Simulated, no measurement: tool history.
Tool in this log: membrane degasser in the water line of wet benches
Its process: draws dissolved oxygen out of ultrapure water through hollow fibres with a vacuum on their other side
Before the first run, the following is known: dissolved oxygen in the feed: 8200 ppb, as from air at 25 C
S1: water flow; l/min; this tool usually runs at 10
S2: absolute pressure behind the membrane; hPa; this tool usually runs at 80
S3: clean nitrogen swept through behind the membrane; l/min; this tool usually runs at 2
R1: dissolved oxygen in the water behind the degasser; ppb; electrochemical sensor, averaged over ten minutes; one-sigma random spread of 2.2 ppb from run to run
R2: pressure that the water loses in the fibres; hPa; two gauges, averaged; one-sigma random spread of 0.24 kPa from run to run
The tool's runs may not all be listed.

run    hour  S1     S2    S3     R1      R2
  1       0  10     80     2  290.8   688.2
  2     262  10     80     2  291.6   693.3
  3   522.2  10     80     2  296.5   691.2
  4   758.2  11     80     2  354.3   764.1
  5  1034.2  11     80     2  369.6   772.2
  6  1173.6  10     80  0.97  358.6   697.2
     1444.3  -- membrane cartridge changed
  7  1510.1  10     80  0.97  283.9   629.8
  8  1744.8  10     80  3.29  199.6   632.3
  9  1993.5  10     80  3.29  206.2   636.9
 10  2160.8  10     80  3.29  204.2   636.5
 11  2385.1  10     80  3.29  205.2   634.5
 12    2541  12     80  3.29  312.3   768.4
 13  2678.4  10     80  1.19  276.2   640.1
 14  2883.9  10     80  1.19  273.1   637.6
     2899.2  -- vacuum gauge calibrated
 15  3191.3  10     80     2    237   640.2
 16  3464.6  10     80     2  232.9   641.2
 17  3649.8  10  130.1  1.58  326.9   647.1
 18  3834.4   7  104.5  3.81   95.8   449.3
     4045.1  -- seals of the vacuum lines changed
 19  4170.3  13   55.8  2.14  375.6   839.5
 20  4351.1  13  137.9  3.06  454.5   833.1
 21  4530.6  11   56.3  4.16    246   709.7
 22  4813.9  15   56.3  4.16  497.7   970.7
     4880.8  -- vacuum gauge calibrated, once more
 23  5083.7  15   56.3  4.16  498.9   972.7
 24  5389.4  16   55.2     2  588.7  1042.3
 25    5719  12  110.3  2.33  394.5   783.5
 26  5912.1  12   92.6  0.81  495.4   782.8
 27  6133.2   6   84.5     2   75.6   390.3
 28  6462.1   6   84.5     2   79.4   394.1
 29  6673.6  14  170.5  5.47  508.5     918
 30  6839.8  14  170.5  5.47  503.4   922.1

Expected results for the next run?
 31  7131.7   7  185.5   2   ?   ?

R1: 201 ppb
R2: 461.3 hPa
On a tool with no hidden condition, and with the same random variation, this run would have come out at R1 182.6 ppb, R2 442.5 hPa.
